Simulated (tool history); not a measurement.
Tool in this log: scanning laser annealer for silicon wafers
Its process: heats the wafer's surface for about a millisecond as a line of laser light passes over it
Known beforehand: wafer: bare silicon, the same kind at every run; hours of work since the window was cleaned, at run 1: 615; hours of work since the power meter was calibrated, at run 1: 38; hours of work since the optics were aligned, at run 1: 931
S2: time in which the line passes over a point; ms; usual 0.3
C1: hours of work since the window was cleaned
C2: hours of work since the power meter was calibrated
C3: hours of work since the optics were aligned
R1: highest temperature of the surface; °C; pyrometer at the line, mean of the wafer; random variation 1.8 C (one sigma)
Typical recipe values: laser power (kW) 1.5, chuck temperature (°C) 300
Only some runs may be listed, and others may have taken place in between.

Run 1, hour 0: usual settings; C1 615; C2 38; C3 931. Result: R1 1030 °C.
Run 2, hour 5.6: usual settings; C1 618; C2 41; C3 934. Result: R1 1029 °C.
Run 3, hour 14.3: usual settings; C1 622; C2 45; C3 939. Result: R1 1027 °C.
Run 4, hour 21.9: usual settings; C1 626; C2 49; C3 942. Result: R1 1028 °C.
Run 5, hour 30.2: usual settings but chuck temperature (°C) 260; C1 630; C2 53; C3 947. Result: R1 986 °C.
Run 6, hour 39.9: usual settings but chuck temperature (°C) 310; C1 635; C2 58; C3 951. Result: R1 1036 °C.
Run 7, hour 48: usual settings but chuck temperature (°C) 310; C1 639; C2 62; C3 955. Result: R1 1040 °C.
Run 8, hour 56.6: usual settings; C1 644; C2 66; C3 960. Result: R1 1028 °C.
Run 9, hour 64: usual settings; C1 647; C2 70; C3 963. Result: R1 1026 °C.
Run 10, hour 75.6: usual settings but chuck temperature (°C) 318; C1 653; C2 76; C3 969. Result: R1 1045 °C.
Run 11, hour 83.1: usual settings but chuck temperature (°C) 318; C1 657; C2 80; C3 973. Result: R1 1045 °C.
Run 12, hour 88.6: usual settings; C1 660; C2 82; C3 976. Result: R1 1025 °C.
Run 13, hour 100.1: usual settings but S2 0.252 ms; C1 665; C2 88; C3 981. Result: R1 961 °C.
Run 14, hour 106.5: usual settings but S2 0.252 ms; C1 668; C2 91; C3 985. Result: R1 960 °C.
Run 15, hour 115.5: usual settings but chuck temperature (°C) 307; C1 673; C2 96; C3 989. Result: R1 1032 °C.
Run 16, hour 126.5: usual settings; C1 678; C2 101; C3 995. Result: R1 1023 °C.
Run 17, hour 136.5: usual settings; C1 683; C2 106; C3 1000. Result: R1 1022 °C.
Run 18, hour 142.9: usual settings; C1 687; C2 110; C3 1003. Result: R1 1025 °C.
Run 19, hour 152.1: usual settings; C1 691; C2 114; C3 1007. Result: R1 1023 °C.
Run 20, hour 160.5: usual settings; C1 695; C2 118; C3 1012. Result: R1 1026 °C.
Run 21, hour 167.4: usual settings but laser power (kW) 1.473, S2 0.343 ms; C1 699; C2 122; C3 1015. Result: R1 1057 °C.
Run 22, hour 177.9: usual settings but laser power (kW) 1.332, S2 0.343 ms, chuck temperature (°C) 339; C1 704; C2 127; C3 1020. Result: R1 1005 °C.
Run 23, hour 185.5: usual settings but laser power (kW) 1.507, S2 0.332 ms, chuck temperature (°C) 271; C1 708; C2 131; C3 1024. Result: R1 1032 °C.
Run 24, hour 191.6: usual settings but S2 0.215 ms, chuck temperature (°C) 314; C1 711; C2 134; C3 1027. Result: R1 919 °C.
Run 25, hour 198.1: usual settings but chuck temperature (°C) 276; C1 714; C2 137; C3 1030. Result: R1 999 °C.
Run 26, hour 204.9: usual settings but S2 0.352 ms, chuck temperature (°C) 274; C1 718; C2 141; C3 1034. Result: R1 1060 °C.
Run 27, hour 215.4: usual settings but laser power (kW) 1.627, S2 0.228 ms, chuck temperature (°C) 314; C1 723; C2 146; C3 1039. Result: R1 1004 °C.
Run 28, hour 222.8: usual settings but laser power (kW) 1.627, S2 0.228 ms, chuck temperature (°C) 314; C1 727; C2 150; C3 1043. Result: R1 1002 °C.
Run 29, hour 231.5: usual settings but laser power (kW) 1.627, S2 0.228 ms, chuck temperature (°C) 314; C1 731; C2 154; C3 1047. Result: R1 1005 °C.
Run 30, hour 241.8: usual settings but laser power (kW) 1.635, S2 0.358 ms, chuck temperature (°C) 314; C1 736; C2 159; C3 1052. Result: R1 1195 °C.
Run 31, hour 251.6: usual settings but laser power (kW) 1.635, S2 0.358 ms, chuck temperature (°C) 314; C1 741; C2 164; C3 1057. Result: R1 1196 °C.
Run 32, hour 259.5: usual settings but laser power (kW) 1.39, chuck temperature (°C) 297; C1 745; C2 168; C3 1061. Result: R1 948 °C.
Run 33, hour 271.2: usual settings but laser power (kW) 1.436, chuck temperature (°C) 272; C1 751; C2 174; C3 1067. Result: R1 951 °C.
Run 34, hour 278.5: usual settings but laser power (kW) 1.436, chuck temperature (°C) 272; C1 754; C2 177; C3 1071. Result: R1 956 °C.
Run 35, hour 288: usual settings but laser power (kW) 1.436, chuck temperature (°C) 272; C1 759; C2 182; C3 1075. Result: R1 950 °C.
Run 36, hour 299.3: usual settings but chuck temperature (°C) 271; C1 765; C2 188; C3 1081. Result: R1 988 °C.
Run 37, hour 306.8: usual settings but chuck temperature (°C) 271; C1 769; C2 192; C3 1085. Result: R1 988 °C.
Run 38, hour 314.5: usual settings but S2 0.243 ms, chuck temperature (°C) 295; C1 772; C2 195; C3 1089. Result: R1 939 °C.
Run 39, hour 320.8: usual settings but S2 0.243 ms, chuck temperature (°C) 295; C1 776; C2 199; C3 1092. Result: R1 936 °C.
Run 40, hour 327.4: usual settings but laser power (kW) 1.505, S2 0.306 ms, chuck temperature (°C) 295; C1 779; C2 202; C3 1095. Result: R1 1022 °C.

Branching from run 40: 5 alternative next runs. What would each branch give?
Run A, hour 334.6: usual settings but laser power (kW) 1.505, S2 0.248 ms, chuck temperature (°C) 295; C1 782; C2 205; C3 1099. Result: R1 ?.
Run B, hour 334.6: usual settings but chuck temperature (°C) 337; C1 782; C2 205; C3 1099. Result: R1 ?.
Run C, hour 334.6: usual settings but laser power (kW) 1.395, S2 0.263 ms, chuck temperature (°C) 278; C1 782; C2 205; C3 1099. Result: R1 ?.
Run D, hour 334.6: usual settings but laser power (kW) 1.474, S2 0.306 ms, chuck temperature (°C) 288; C1 782; C2 205; C3 1099. Result: R1 ?.
Run E, hour 334.6: usual settings but laser power (kW) 1.312, S2 0.306 ms, chuck temperature (°C) 295; C1 782; C2 205; C3 1099. Result: R1 ?.

run    R1
  A   947
  B  1055
  C   888
  D   996
  E   907
Stripped of hidden state, with their random variation kept, the same runs would have yielded:
run    R1
  A  1007
  B  1121
  C   944
  D  1061
  E   963
